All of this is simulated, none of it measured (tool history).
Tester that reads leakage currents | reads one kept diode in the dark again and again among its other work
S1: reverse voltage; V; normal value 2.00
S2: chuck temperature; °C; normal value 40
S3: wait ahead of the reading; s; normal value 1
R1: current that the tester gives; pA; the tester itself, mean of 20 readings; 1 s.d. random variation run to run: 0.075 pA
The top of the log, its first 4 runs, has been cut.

run	day	S1	S2	S3	R1
5	11.125	1.71	40	1	20.00
6	13.025	1.71	40	1	19.98
7	16.879	1.71	40	1	20.17
8	18.871	1.71	40	1	20.17
9	23.054	2.00	38	1	18.52
10	25.800	2.00	56	1	69.89
11	28.050	2.00	40	1	21.81
12	32.275	2.00	40	1	22.20
13	35.217	2.00	40	1	21.96
14	37.812	2.00	34	1	14.03
15	40.829	2.00	34	1	14.21
16	43.992	2.00	23	1	6.34
17	47.146	2.00	23	1	6.38

For run 18, what comes out?
18	50.708	18.54	49	1	?

Run 18 gave R1 103.93 pA.
If the tool had no hidden condition, the same run with the same run-to-run variation would have returned R1 82.53 pA.
